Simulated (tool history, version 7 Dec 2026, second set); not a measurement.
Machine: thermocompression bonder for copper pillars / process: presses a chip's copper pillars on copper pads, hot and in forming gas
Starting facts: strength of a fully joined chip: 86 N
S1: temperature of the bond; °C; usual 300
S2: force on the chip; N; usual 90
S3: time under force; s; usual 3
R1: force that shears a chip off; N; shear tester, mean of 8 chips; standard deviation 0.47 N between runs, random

run 1 day=0 | S1=300 S2=90 S3=3 | R1=56.1
run 2 day=0.817 | S1=300 S2=90 S3=3 | R1=54.9
run 3 day=1.671 | S1=300 S2=90 S3=3 | R1=55.3
run 4 day=2.175 | S1=300 S2=98 S3=3 | R1=57.5
run 5 day=2.688 | S1=300 S2=90 S3=3 | R1=54.8
run 6 day=3.4 | S1=300 S2=90 S3=3 | R1=55.4
run 7 day=4.054 | S1=300 S2=90 S3=3 | R1=53.3
run 8 day=4.683 | S1=316 S2=90 S3=3 | R1=65.1
run 9 day=5.379 | S1=300 S2=67 S3=3 | R1=46.9
run 10 day=5.875 | S1=300 S2=67 S3=3 | R1=47.4
run 11 day=6.517 | S1=300 S2=67 S3=3 | R1=45.9
run 12 day=6.958 | S1=300 S2=67 S3=3 | R1=46.7
run 13 day=7.321 | S1=300 S2=67 S3=3 | R1=46.1
run 14 day=7.917 | S1=300 S2=67 S3=3 | R1=45.2
run 15 day=8.567 | S1=300 S2=131 S3=3 | R1=65.1
run 16 day=8.942 | S1=300 S2=131 S3=3 | R1=65.7
run 17 day=9.617 | S1=300 S2=131 S3=3 | R1=65.3
run 18 day=10.108 | S1=300 S2=90 S3=5 | R1=61.2
run 19 day=10.629 | S1=310 S2=90 S3=5 | R1=65.6
run 20 day=11.512 | S1=310 S2=90 S3=5 | R1=65.8
run 21 day=11.904 | S1=300 S2=90 S3=3 | R1=53.8
run 22 day=12.35 | S1=327 S2=90 S3=3 | R1=67
run 23 day=12.875 | S1=327 S2=90 S3=3 | R1=65.6
run 24 day=13.25 | S1=300 S2=90 S3=2 | R1=47.5
run 25 day=14.1 | S1=316 S2=65 S3=2 | R1=49.7
run 26 day=14.833 | S1=276 S2=58 S3=3 | R1=32.7
run 27 day=15.479 | S1=290 S2=134 S3=6 | R1=72.9
run 28 day=16.267 | S1=290 S2=134 S3=6 | R1=72.6
run 29 day=17 | S1=275 S2=134 S3=5 | R1=62.1
run 30 day=17.833 | S1=275 S2=134 S3=5 | R1=61.9
run 31 day=18.575 | S1=299 S2=90 S3=3 | R1=55.2
run 32 day=19.008 | S1=309 S2=135 S3=2 | R1=66.1
run 33 day=19.696 | S1=295 S2=102 S3=2 | R1=50.5
run 34 day=20.254 | S1=307 S2=87 S3=2 | R1=52.7
run 35 day=20.612 | S1=307 S2=87 S3=2 | R1=51.6
run 36 day=21.321 | S1=307 S2=87 S3=2 | R1=51.7
run 37 day=22.183 | S1=307 S2=87 S3=2 | R1=51.3
run 38 day=22.921 | S1=277 S2=102 S3=3 | R1=47.6
run 39 day=23.317 | S1=292 S2=108 S3=3 | R1=57.9
run 40 day=24.1 | S1=292 S2=73 S3=8 | R1=61.9
run 41 day=24.971 | S1=300 S2=90 S3=7 | R1=69.5

The log once held 5 entries between its listed runs, left out of this copy. Where does each go, and what is different about the tool's unlogged condition between the listed run before it and the listed run after it?
After run 7, before run 8: forming gas filter changed (day 4.525)
  true temperature of the bond over the reading, C: -2.9 -> -3; force that reaches the chip, % of what is set: 98.6 -> 98.5; oxide that the forming gas leaves, % of the face: 3.68 -> 0.64
  measured value less the no-hidden-state value, R1: -3.8 -> -2 N
After run 17, before run 18: heater calibrated with a thermocouple chip (day 9.775)
  true temperature of the bond over the reading, C: -3.5 -> -5.2; oxide that the forming gas leaves, % of the face: 2.49 -> 2.63
  measured value less the no-hidden-state value, R1: -3.4 -> -4.5 N
After run 24, before run 25: forming gas filter changed (day 13.729); heater calibrated with a thermocouple chip, once more (day 14.1)
  true temperature of the bond over the reading, C: -5.5 -> 0; oxide that the forming gas leaves, % of the face: 3.79 -> 0.7
  measured value less the no-hidden-state value, R1: -5.1 -> -0.7 N
After run 37, before run 38: forming gas filter changed (day 22.912)
  oxide that the forming gas leaves, % of the face: 3.75 -> 0.54
  measured value less the no-hidden-state value, R1: -2.7 -> -1.1 N
